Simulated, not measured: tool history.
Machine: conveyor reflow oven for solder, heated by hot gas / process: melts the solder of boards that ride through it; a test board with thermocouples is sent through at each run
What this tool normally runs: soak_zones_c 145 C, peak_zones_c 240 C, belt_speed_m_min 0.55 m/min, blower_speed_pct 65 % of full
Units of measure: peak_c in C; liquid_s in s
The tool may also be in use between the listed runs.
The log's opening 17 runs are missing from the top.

run,day,soak_zones_c,peak_zones_c,belt_speed_m_min,blower_speed_pct,hours of work since the flux was cleaned out,hours of work since the belt drive was overhauled,hours of work since the thermocouples were changed,peak_c,liquid_s
# day 13.346: flux residue cleaned out of gas plates and filters
18,14.271,148,234,0.55,80,14,448,782,214.7,59
# day 14.521: thermocouples of zones 6 and 7 changed
19,15.417,141,240,0.55,65,30,463,13,216.5,56.8
20,16.55,145,240,0.445,71,47,480,30,225.6,81.7
21,17.608,159,240,0.55,62,63,496,46,219.6,67.2
22,18.683,159,240,0.55,62,79,512,62,219.5,67
23,19.4,139,243,0.55,69,89,523,73,219,58.2
24,20.108,145,242,0.573,87,100,534,84,221.8,60.5
25,21.108,156,242,0.608,56,115,549,99,214.7,54.5
26,22.279,156,242,0.608,56,132,566,116,214.4,54.5
27,23.367,156,242,0.608,56,149,582,132,214.1,54.3
28,24.558,156,242,0.608,56,166,600,150,214.2,54
29,25.117,156,242,0.608,56,175,609,158,213.9,53.8
30,25.712,147,239,0.569,68,184,617,167,215.1,55.9

Here are 4 independent what-if runs from the current tool condition. What would each one return?
A,26.658,145,253,0.451,65,198,632,182,?,?
B,26.658,145,230,0.55,65,198,632,182,?,?
C,26.658,148,240,0.624,77,198,632,182,?,?
D,26.658,131,240,0.55,65,198,632,182,?,?

run,peak_c,liquid_s
A,233.7,86.1
B,207.9,50.2
C,214.6,50.7
D,212.5,49.5
Without the tool's hidden state the same runs would have given:
run,peak_c,liquid_s
A,235.7,86.5
B,209.9,52.2
C,217,52.3
D,214.8,51.5
